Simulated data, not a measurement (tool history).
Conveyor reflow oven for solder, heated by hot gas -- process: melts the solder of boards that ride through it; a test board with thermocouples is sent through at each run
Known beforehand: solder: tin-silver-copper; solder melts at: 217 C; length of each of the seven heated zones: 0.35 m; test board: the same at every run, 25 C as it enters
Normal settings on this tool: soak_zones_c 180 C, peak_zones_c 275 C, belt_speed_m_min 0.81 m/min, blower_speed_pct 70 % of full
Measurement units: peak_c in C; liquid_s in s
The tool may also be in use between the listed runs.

| run | hour | soak_zones_c | peak_zones_c | belt_speed_m_min | blower_speed_pct | peak_c | liquid_s |
|---|---|---|---|---|---|---|---|
| 1 | 0 | 180 | 275 | 0.81 | 70 | 252.8 | 39.4 |
| 2 | 27.9 | 193 | 275 | 0.81 | 70 | 255 | 45 |
| 3 | 57.4 | 193 | 275 | 0.81 | 70 | 255.1 | 44.9 |
| 4 | 74.7 | 180 | 275 | 0.81 | 70 | 251.7 | 39.6 |
| 5 | 103.5 | 180 | 275 | 0.673 | 70 | 257.8 | 52.2 |
| 6 | 124.4 | 180 | 275 | 0.673 | 70 | 258.1 | 51.6 |
| 7 | 141.8 | 180 | 275 | 0.673 | 70 | 257.3 | 51.9 |
| 8 | 177 | 180 | 275 | 0.81 | 56 | 247.2 | 35.8 |
| 9 | 197.2 | 180 | 275 | 0.81 | 56 | 246.9 | 35.9 |
| 10 | 231.1 | 180 | 275 | 0.81 | 56 | 247.2 | 35.5 |
| 11 | 257.6 | 180 | 275 | 0.81 | 70 | 254.1 | 40.4 |
| 12 | 273.1 | 180 | 275 | 0.81 | 65 | 252.9 | 39.6 |
| 13 | 305.6 | 181 | 275 | 0.81 | 65 | 252.2 | 39.8 |
| 14 | 336.5 | 181 | 275 | 0.81 | 65 | 253.7 | 39.8 |
| 15 | 353.9 | 180 | 275 | 0.652 | 70 | 261.3 | 55.5 |
| 16 | 385.8 | 189 | 275 | 0.81 | 70 | 256.1 | 43.8 |
| 17 | 420 | 184 | 275 | 0.81 | 70 | 253.4 | 41.8 |
| 18 | 450.1 | 184 | 275 | 0.81 | 70 | 254.8 | 41.8 |
| 19 | 474.8 | 173 | 263 | 0.944 | 70 | 236.4 | 22.3 |
| 20 | 499.1 | 192 | 275 | 0.81 | 78 | 258.4 | 45.8 |
| 21 | 523.5 | 180 | 284 | 0.81 | 70 | 262.4 | 44.5 |
| 22 | 548.4 | 190 | 284 | 0.654 | 70 | 272.2 | 62.2 |
| 23 | 574.1 | 168 | 276 | 0.654 | 66 | 259.6 | 51 |
| 24 | 597 | 168 | 276 | 0.654 | 66 | 259.3 | 51.3 |
| 25 | 630.5 | 168 | 276 | 0.654 | 66 | 261.5 | 51.2 |
| 26 | 665.1 | 166 | 289 | 0.654 | 75 | 274.5 | 56.5 |
| 27 | 683.1 | 174 | 289 | 0.654 | 86 | 277.2 | 59.5 |
| 28 | 703.7 | 174 | 289 | 0.654 | 86 | 276.2 | 59.6 |
| 29 | 737.2 | 174 | 289 | 0.654 | 86 | 276.3 | 59.4 |
| 30 | 753.6 | 183 | 280 | 0.654 | 86 | 268.9 | 59.4 |
| 31 | 769.6 | 180 | 275 | 0.899 | 56 | 244.7 | 30.6 |

Not shown here: 2 entries made in the log between runs. Locate each between two listed runs and compare the hidden state at the listed run before it with the hidden state at the listed run after it:
Runs 10 to 11: thermocouples of zones 6 and 7 changed (hour 257.6)
  heat that the gas passes to the board, % of a clean oven's: 95.2 -> 95; belt's true speed, % of the reading: 99.64 -> 99.61; true gas temperature in zones 6 and 7 over the reading, C: -2.74 -> 0.4
  measured result minus the result with no hidden state, peak_c: -3.3 -> -1 C; liquid_s: -2 -> -0.4 s
Runs 20 to 21: flux residue cleaned out of gas plates and filters (hour 507.1)
  heat that the gas passes to the board, % of a clean oven's: 93.2 -> 99.5; belt's true speed, % of the reading: 99.4 -> 99.38; true gas temperature in zones 6 and 7 over the reading, C: -0.01 -> -0.05
  measured result minus the result with no hidden state, peak_c: -1.6 -> +0.1 C; liquid_s: -0.5 -> +0.3 s
